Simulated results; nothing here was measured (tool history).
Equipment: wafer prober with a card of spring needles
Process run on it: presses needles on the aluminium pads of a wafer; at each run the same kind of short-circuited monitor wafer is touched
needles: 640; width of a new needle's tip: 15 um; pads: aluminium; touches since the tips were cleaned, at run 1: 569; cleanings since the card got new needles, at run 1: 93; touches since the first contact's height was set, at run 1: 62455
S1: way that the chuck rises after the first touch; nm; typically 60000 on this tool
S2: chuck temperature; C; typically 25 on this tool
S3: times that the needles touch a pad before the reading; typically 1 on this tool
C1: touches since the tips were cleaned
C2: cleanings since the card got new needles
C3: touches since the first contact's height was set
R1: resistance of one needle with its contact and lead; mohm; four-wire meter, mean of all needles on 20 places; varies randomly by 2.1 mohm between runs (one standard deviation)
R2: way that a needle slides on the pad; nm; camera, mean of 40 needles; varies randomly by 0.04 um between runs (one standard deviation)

run,hour,S1,S2,S3,C1,C2,C3,R1,R2
1,0,60000,25,1,569,93,62455,288,12390
# hour 11.2: tips cleaned on abrasive film
2,18,60000,125,1,4535,94,74437,420,12380
# hour 22.3: tips cleaned on abrasive film
# hour 35.1: tips cleaned on abrasive film
# hour 46.5: tips cleaned on abrasive film
3,50.4,45000,125,1,2587,97,95983,466,9120
# hour 57.5: tips cleaned on abrasive film
# hour 69.7: tips cleaned on abrasive film
4,73.1,60000,25,1,2280,99,111078,351,12210
# hour 80.9: tips cleaned on abrasive film
# hour 92.6: tips cleaned on abrasive film
# hour 103.4: tips cleaned on abrasive film
5,105.2,60000,25,1,1210,102,132415,316,12190
# hour 115.5: tips cleaned on abrasive film
# hour 126.6: tips cleaned on abrasive film
6,126.7,60000,25,1,76,104,146643,262,12140
# hour 138.3: tips cleaned on abrasive film
7,147,60000,25,1,5822,105,160176,477,12100
# hour 149.1: tips cleaned on abrasive film
# hour 161.1: tips cleaned on abrasive film
8,167.6,60000,25,1,4363,107,173909,420,12150
# hour 172.5: tips cleaned on abrasive film
# hour 183.9: tips cleaned on abrasive film
# hour 195.9: tips cleaned on abrasive film
9,199.6,60000,25,1,2488,110,195118,354,12000
# hour 206.5: tips cleaned on abrasive film
# hour 218.8: tips cleaned on abrasive film
10,226.8,60000,25,1,5368,112,213246,477,11970
# hour 229.5: tips cleaned on abrasive film
# hour 241.1: tips cleaned on abrasive film
11,246.5,60000,25,1,3631,114,226321,422,11930
# hour 249.2: height of the first contact set anew
# hour 254.1: tips cleaned on abrasive film
# hour 265.8: tips cleaned on abrasive film
12,275,43000,25,1,6122,116,17117,689,8950
# hour 277.1: tips cleaned on abrasive film
# hour 289.7: tips cleaned on abrasive film
# hour 301.1: tips cleaned on abrasive film
13,305.1,43000,25,1,2732,119,37134,486,8870
# hour 312.7: tips cleaned on abrasive film
# hour 323.9: tips cleaned on abrasive film
14,324.1,43000,25,1,106,121,49713,269,8870
# hour 336.6: tips cleaned on abrasive film
15,342.5,43000,25,1,3979,122,62000,592,8870
# hour 348.3: tips cleaned on abrasive film
# hour 359: tips cleaned on abrasive film
16,360.1,55000,69,1,781,124,73678,314,11340
# hour 371.3: tips cleaned on abrasive film
17,375,55000,69,1,2444,125,83569,401,11380
# hour 382.6: tips cleaned on abrasive film
18,391.5,53000,28,1,5974,126,94562,544,10940
# hour 394.2: tips cleaned on abrasive film
# hour 405.8: tips cleaned on abrasive film
# hour 417: tips cleaned on abrasive film
19,423.7,60000,25,2,4490,129,115980,369,12260
# hour 428.5: tips cleaned on abrasive film
# hour 440.4: tips cleaned on abrasive film
20,448.9,59000,61,1,5730,131,132746,493,12030
# hour 453.1: tips cleaned on abrasive film
# hour 464.3: tips cleaned on abrasive film
21,474.2,47000,29,1,6657,133,149535,678,9430
# hour 475.8: tips cleaned on abrasive film
# hour 488.2: tips cleaned on abrasive film
22,489.8,47000,89,2,1080,135,159900,325,9390
# hour 500.7: tips cleaned on abrasive film
# hour 511.8: tips cleaned on abrasive film
# hour 522.4: tips cleaned on abrasive film
23,522.4,49000,58,1,0,138,181558,276,9750
# hour 534.9: tips cleaned on abrasive film
24,543.9,68000,99,1,6039,139,195873,421,13660
# hour 546.6: tips cleaned on abrasive film
# hour 559.2: tips cleaned on abrasive film
25,568.3,60000,31,1,6101,141,212101,512,12050
# hour 571: tips cleaned on abrasive film
# hour 582.9: tips cleaned on abrasive film
# hour 592.5: height of the first contact set anew
# hour 595: tips cleaned on abrasive film
26,602.1,60000,108,1,4761,144,6403,449,12610
# hour 606.3: tips cleaned on abrasive film
# hour 617.1: tips cleaned on abrasive film
27,623.5,51000,108,1,4322,146,20613,516,10710
# hour 628.1: tips cleaned on abrasive film
# hour 639.5: tips cleaned on abrasive film
# hour 651.3: tips cleaned on abrasive film
28,654.4,51000,108,1,2022,149,41093,433,10570

Difference, measured minus no-hidden-state, one row per run. Run-to-run variation is common to both terms; the gauge's own scatter need not be:
Unlogged tool condition in this case: debris on the tips, nm; way that the needles fall short of the set height, um; tips' diameter, um; drift of the gauge itself on contact_mohm, %; drift of the gauge itself on scrub_um, %.
run,R1,R2
1,+58,-190
2,+172,-210
3,+211,-280
4,+125,-340
5,+89,-410
6,+40,-450
7,+253,-470
8,+199,-520
9,+128,-590
10,+254,-630
11,+197,-690
12,+461,-40
13,+255,-110
14,+39,-140
15,+365,-170
16,+76,-210
17,+163,-230
18,+317,-250
19,+146,-320
20,+259,-360
21,+448,-400
22,+80,-450
23,+41,-520
24,+182,-540
25,+286,-590
26,+203,-30
27,+270,-70
28,+184,-140

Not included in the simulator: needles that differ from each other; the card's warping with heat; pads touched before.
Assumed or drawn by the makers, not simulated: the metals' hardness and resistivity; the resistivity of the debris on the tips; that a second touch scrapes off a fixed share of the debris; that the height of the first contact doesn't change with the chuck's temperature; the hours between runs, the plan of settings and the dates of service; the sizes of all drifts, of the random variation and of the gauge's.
